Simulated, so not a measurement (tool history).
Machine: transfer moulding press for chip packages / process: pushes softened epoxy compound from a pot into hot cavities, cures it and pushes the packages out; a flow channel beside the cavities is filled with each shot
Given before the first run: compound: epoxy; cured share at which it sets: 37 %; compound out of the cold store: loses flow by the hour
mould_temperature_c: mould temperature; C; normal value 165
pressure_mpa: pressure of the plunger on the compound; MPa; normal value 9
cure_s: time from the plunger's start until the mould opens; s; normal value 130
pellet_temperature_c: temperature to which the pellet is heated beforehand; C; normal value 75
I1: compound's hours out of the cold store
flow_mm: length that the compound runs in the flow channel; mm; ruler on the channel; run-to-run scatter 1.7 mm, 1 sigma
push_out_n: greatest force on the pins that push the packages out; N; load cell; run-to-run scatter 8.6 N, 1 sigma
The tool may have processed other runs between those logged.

Run 1, hour 0.0: usual settings; I1 32.4. Result: flow_mm 552 mm, push_out_n 761 N.
Run 2, hour 31.2: usual settings; I1 10.3. Result: flow_mm 607 mm, push_out_n 815 N.
At hour 50.3: cavities cleaned with cleaning compound and waxed.
Run 3, hour 50.3: usual settings; I1 17.9. Result: flow_mm 584 mm, push_out_n 1077 N.
Run 4, hour 71.9: usual settings but cure_s 144 s; I1 36.3. Result: flow_mm 540 mm, push_out_n 932 N.
Run 5, hour 102.7: usual settings but cure_s 144 s; I1 31.7. Result: flow_mm 547 mm, push_out_n 849 N.
Run 6, hour 124.8: usual settings but cure_s 144 s; I1 22.1. Result: flow_mm 567 mm, push_out_n 856 N.
Run 7, hour 145.8: usual settings but cure_s 144 s; I1 17.4. Result: flow_mm 579 mm, push_out_n 866 N.

Forecast run 8:
At hour 160.9: mould's thermocouples calibrated.
At hour 163.4: plunger's sealing rings changed.
At hour 173.4: cavities cleaned with cleaning compound and waxed, once more.
Run 8, hour 177.6: usual settings but cure_s 144 s; I1 28.5. Result: flow_mm ?, push_out_n ?.

flow_mm: 570 mm
push_out_n: 415 N
Minus the tool's unlogged condition, the same run would have read flow_mm 571 mm, push_out_n 372 N.

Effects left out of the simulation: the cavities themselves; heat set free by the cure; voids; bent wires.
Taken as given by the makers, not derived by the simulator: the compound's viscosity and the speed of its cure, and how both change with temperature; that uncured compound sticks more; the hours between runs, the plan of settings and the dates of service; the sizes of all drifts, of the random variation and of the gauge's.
